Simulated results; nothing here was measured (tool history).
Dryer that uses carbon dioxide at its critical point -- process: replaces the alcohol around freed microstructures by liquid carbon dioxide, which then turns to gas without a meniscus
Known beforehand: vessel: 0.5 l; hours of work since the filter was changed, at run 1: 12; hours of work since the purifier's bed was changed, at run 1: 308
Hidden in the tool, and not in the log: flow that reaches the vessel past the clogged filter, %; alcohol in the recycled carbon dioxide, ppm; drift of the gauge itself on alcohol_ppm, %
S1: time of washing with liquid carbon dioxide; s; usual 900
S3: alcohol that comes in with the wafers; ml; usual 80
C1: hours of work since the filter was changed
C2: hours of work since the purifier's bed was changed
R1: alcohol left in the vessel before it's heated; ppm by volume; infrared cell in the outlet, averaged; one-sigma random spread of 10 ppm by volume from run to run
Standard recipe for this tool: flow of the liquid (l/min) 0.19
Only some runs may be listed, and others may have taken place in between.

run 1 hour=0 | S1=900 flow_of_the_liquid_(l/min)=0.19 S3=80 | C1=12 C2=308 | R1=640
run 2 hour=36.4 | S1=900 flow_of_the_liquid_(l/min)=0.19 S3=80 | C1=40 C2=336 | R1=723
run 3 hour=60.8 | S1=900 flow_of_the_liquid_(l/min)=0.19 S3=80 | C1=59 C2=355 | R1=737
run 4 hour=90.1 | S1=900 flow_of_the_liquid_(l/min)=0.19 S3=80 | C1=82 C2=378 | R1=809
run 5 hour=135 | S1=900 flow_of_the_liquid_(l/min)=0.19 S3=80 | C1=117 C2=414 | R1=980
-- hour=180.8 inlet filter changed
run 6 hour=184 | S1=900 flow_of_the_liquid_(l/min)=0.19 S3=80 | C1=2 C2=451 | R1=628
run 7 hour=217 | S1=900 flow_of_the_liquid_(l/min)=0.19 S3=80 | C1=28 C2=477 | R1=704
run 8 hour=245.1 | S1=900 flow_of_the_liquid_(l/min)=0.19 S3=80 | C1=50 C2=499 | R1=769
run 9 hour=275.5 | S1=900 flow_of_the_liquid_(l/min)=0.19 S3=38 | C1=74 C2=523 | R1=429
run 10 hour=309.2 | S1=900 flow_of_the_liquid_(l/min)=0.303 S3=80 | C1=101 C2=549 | R1=88
run 11 hour=343.5 | S1=900 flow_of_the_liquid_(l/min)=0.303 S3=80 | C1=128 C2=576 | R1=93
run 12 hour=371.4 | S1=660 flow_of_the_liquid_(l/min)=0.303 S3=80 | C1=149 C2=598 | R1=522
-- hour=375.2 inlet filter changed
run 13 hour=417 | S1=660 flow_of_the_liquid_(l/min)=0.303 S3=80 | C1=33 C2=633 | R1=334
run 14 hour=468 | S1=660 flow_of_the_liquid_(l/min)=0.303 S3=80 | C1=73 C2=673 | R1=392
run 15 hour=511.4 | S1=1140 flow_of_the_liquid_(l/min)=0.314 S3=80 | C1=107 C2=707 | R1=50
run 16 hour=542.4 | S1=720 flow_of_the_liquid_(l/min)=0.307 S3=30 | C1=131 C2=732 | R1=151
-- hour=571.1 inlet filter changed
run 17 hour=582.9 | S1=780 flow_of_the_liquid_(l/min)=0.124 S3=80 | C1=9 C2=763 | R1=6890
run 18 hour=622.8 | S1=780 flow_of_the_liquid_(l/min)=0.124 S3=80 | C1=41 C2=794 | R1=7311
run 19 hour=657.7 | S1=900 flow_of_the_liquid_(l/min)=0.261 S3=80 | C1=68 C2=821 | R1=160
run 20 hour=687.9 | S1=900 flow_of_the_liquid_(l/min)=0.261 S3=80 | C1=92 C2=845 | R1=175
run 21 hour=738.1 | S1=720 flow_of_the_liquid_(l/min)=0.127 S3=119 | C1=131 C2=884 | R1=15457
-- hour=766.7 inlet filter changed
run 22 hour=774.1 | S1=600 flow_of_the_liquid_(l/min)=0.19 S3=32 | C1=6 C2=912 | R1=1577
run 23 hour=806.4 | S1=1140 flow_of_the_liquid_(l/min)=0.133 S3=55 | C1=31 C2=937 | R1=886
run 24 hour=828.8 | S1=840 flow_of_the_liquid_(l/min)=0.19 S3=80 | C1=49 C2=955 | R1=1060
run 25 hour=863.9 | S1=600 flow_of_the_liquid_(l/min)=0.138 S3=80 | C1=76 C2=982 | R1=11973
run 26 hour=907.8 | S1=600 flow_of_the_liquid_(l/min)=0.138 S3=80 | C1=111 C2=1016 | R1=13089

Below are 5 alternative next runs, each starting from the tool's condition after run 26. Predict each:
run A hour=957.8 | S1=1440 flow_of_the_liquid_(l/min)=0.138 S3=50 | C1=150 C2=1056 | R1=?
run B hour=957.8 | S1=840 flow_of_the_liquid_(l/min)=0.253 S3=95 | C1=150 C2=1056 | R1=?
run C hour=957.8 | S1=780 flow_of_the_liquid_(l/min)=0.138 S3=80 | C1=150 C2=1056 | R1=?
run D hour=957.8 | S1=900 flow_of_the_liquid_(l/min)=0.19 S3=99 | C1=150 C2=1056 | R1=?
run E hour=957.8 | S1=900 flow_of_the_liquid_(l/min)=0.126 S3=31 | C1=150 C2=1056 | R1=?

run=A R1=354
run=B R1=457
run=C R1=6669
run=D R1=1348
run=E R1=2271
Without the tool's hidden state the same runs would have given:
run=A R1=148
run=B R1=188
run=C R1=4573
run=D R1=710
run=E R1=1493
